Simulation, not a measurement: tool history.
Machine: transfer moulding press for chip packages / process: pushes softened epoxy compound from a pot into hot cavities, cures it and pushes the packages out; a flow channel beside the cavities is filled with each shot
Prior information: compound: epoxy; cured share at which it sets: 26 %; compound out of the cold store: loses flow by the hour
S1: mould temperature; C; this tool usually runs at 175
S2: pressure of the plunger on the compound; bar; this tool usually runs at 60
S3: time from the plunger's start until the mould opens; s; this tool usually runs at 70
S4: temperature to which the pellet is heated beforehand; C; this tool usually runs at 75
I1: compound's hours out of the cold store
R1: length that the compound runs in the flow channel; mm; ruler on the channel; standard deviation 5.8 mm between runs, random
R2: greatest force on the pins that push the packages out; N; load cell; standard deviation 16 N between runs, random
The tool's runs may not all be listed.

Run 1, hour 0: usual settings; I1 14.5. Result: R1 951 mm, R2 758 N.
Run 2, hour 50.1: usual settings but S3 103 s; I1 46.2. Result: R1 851 mm, R2 434 N.
At hour 65.2: cavities cleaned with cleaning compound and waxed.
Run 3, hour 101: usual settings but S3 103 s; I1 34.6. Result: R1 880 mm, R2 442 N.
At hour 133.4: cavities cleaned with cleaning compound and waxed.
Run 4, hour 153.4: usual settings but S3 103 s; I1 37.9. Result: R1 875 mm, R2 425 N.
At hour 203.3: cavities cleaned with cleaning compound and waxed.
Run 5, hour 228.1: usual settings but S3 103 s; I1 12.7. Result: R1 951 mm, R2 425 N.
At hour 268.4: cavities cleaned with cleaning compound and waxed.
Run 6, hour 290.3: usual settings but S2 52.6 bar; I1 33.5. Result: R1 832 mm, R2 705 N.
At hour 321.9: mould's thermocouples calibrated.
At hour 324.4: plunger's sealing rings changed.
At hour 337.6: cavities cleaned with cleaning compound and waxed.
Run 7, hour 387.7: usual settings but S2 63.6 bar; I1 9.9. Result: R1 1000 mm, R2 802 N.
At hour 406.5: cavities cleaned with cleaning compound and waxed.
Run 8, hour 458: usual settings; I1 14.1. Result: R1 952 mm, R2 772 N.
At hour 474.4: cavities cleaned with cleaning compound and waxed.
At hour 542.9: cavities cleaned with cleaning compound and waxed.
Run 9, hour 555.5: usual settings; I1 34.8. Result: R1 881 mm, R2 732 N.
At hour 613: cavities cleaned with cleaning compound and waxed.
Run 10, hour 635: usual settings but S4 74 C; I1 23.2. Result: R1 930 mm, R2 722 N.
At hour 675.4: plunger's sealing rings changed.
At hour 685.4: cavities cleaned with cleaning compound and waxed.
Run 11, hour 729.1: usual settings but S2 45.7 bar, S4 74 C; I1 10.3. Result: R1 840 mm, R2 760 N.
At hour 750.8: cavities cleaned with cleaning compound and waxed.
Run 12, hour 789.2: usual settings but S2 54.2 bar; I1 19.4. Result: R1 903 mm, R2 759 N.
At hour 820.7: cavities cleaned with cleaning compound and waxed.
Run 13, hour 836.5: usual settings but S2 54.2 bar; I1 28.1. Result: R1 854 mm, R2 745 N.
Run 14, hour 882.9: usual settings but S4 78 C; I1 15.6. Result: R1 952 mm, R2 739 N.
At hour 888.5: cavities cleaned with cleaning compound and waxed.
Run 15, hour 933.9: usual settings but S1 172 C, S3 71 s; I1 40.7. Result: R1 881 mm, R2 871 N.
At hour 958.2: cavities cleaned with cleaning compound and waxed.
Run 16, hour 983.9: usual settings but S1 172 C, S3 71 s; I1 47. Result: R1 854 mm, R2 828 N.
At hour 1025.7: plunger's sealing rings changed.
At hour 1027.2: cavities cleaned with cleaning compound and waxed.
Run 17, hour 1054.7: usual settings but S1 172 C, S2 51.4 bar, S3 57 s; I1 40.9. Result: R1 802 mm, R2 1425 N.
At hour 1093.2: cavities cleaned with cleaning compound and waxed.
Run 18, hour 1151.8: usual settings but S1 177 C, S2 50.6 bar, S3 57 s, S4 82 C; I1 16. Result: R1 868 mm, R2 1154 N.
At hour 1158.5: cavities cleaned with cleaning compound and waxed.
Run 19, hour 1213.8: usual settings but S3 86 s, S4 72 C; I1 37.6. Result: R1 869 mm, R2 499 N.
At hour 1223.9: cavities cleaned with cleaning compound and waxed.
At hour 1288.9: cavities cleaned with cleaning compound and waxed.
Run 20, hour 1304.9: usual settings but S1 177 C, S2 68.4 bar, S4 73 C; I1 30.7. Result: R1 951 mm, R2 643 N.
At hour 1359.8: cavities cleaned with cleaning compound and waxed.
Run 21, hour 1369.2: usual settings but S2 67.1 bar, S4 72 C; I1 23.4. Result: R1 969 mm, R2 746 N.
At hour 1376.9: plunger's sealing rings changed.
At hour 1427.9: cavities cleaned with cleaning compound and waxed.
Run 22, hour 1438.7: usual settings but S2 67.1 bar, S4 72 C; I1 37.6. Result: R1 926 mm, R2 736 N.
At hour 1494.9: cavities cleaned with cleaning compound and waxed.
At hour 1505.4: mould's thermocouples calibrated.
Run 23, hour 1536.1: usual settings but S1 178 C, S2 48.7 bar, S3 88 s, S4 82 C; I1 39.5. Result: R1 781 mm, R2 451 N.
At hour 1564.1: cavities cleaned with cleaning compound and waxed.
At hour 1628.7: cavities cleaned with cleaning compound and waxed.
Run 24, hour 1635.3: usual settings but S1 178 C, S2 52.8 bar, S3 73 s, S4 82 C; I1 30.7. Result: R1 833 mm, R2 533 N.
At hour 1698.3: cavities cleaned with cleaning compound and waxed.
Run 25, hour 1709: usual settings but S1 178 C, S2 52.8 bar, S3 73 s, S4 82 C; I1 43. Result: R1 795 mm, R2 538 N.
At hour 1728.9: plunger's sealing rings changed.
At hour 1767.3: cavities cleaned with cleaning compound and waxed.
Run 26, hour 1800: usual settings but S4 73 C; I1 42.2. Result: R1 860 mm, R2 701 N.
At hour 1833.9: cavities cleaned with cleaning compound and waxed.
Run 27, hour 1884.5: usual settings but S2 55.1 bar, S3 58 s, S4 80 C; I1 17.8. Result: R1 898 mm, R2 1298 N.

Each row is a separate what-if for the run after 27, all from the same tool condition, not one after another. Results?
At hour 1899.1: cavities cleaned with cleaning compound and waxed.
Run A, hour 1929.6: usual settings but S2 55.1 bar, S3 58 s, S4 81 C; I1 39.3. Result: R1 ?, R2 ?.
At hour 1899.1: cavities cleaned with cleaning compound and waxed.
Run B, hour 1929.6: usual settings but S4 74 C; I1 20.5. Result: R1 ?, R2 ?.
At hour 1899.1: cavities cleaned with cleaning compound and waxed.
Run C, hour 1929.6: usual settings but S1 178 C, S4 74 C; I1 42.9. Result: R1 ?, R2 ?.

run   R1    R2
  A  837  1154
  B  936   745
  C  849   619
The same runs, with their run-to-run variation unchanged, on a tool lacking any hidden condition would have given:
run   R1    R2
  A  837  1148
  B  936   741
  C  850   616
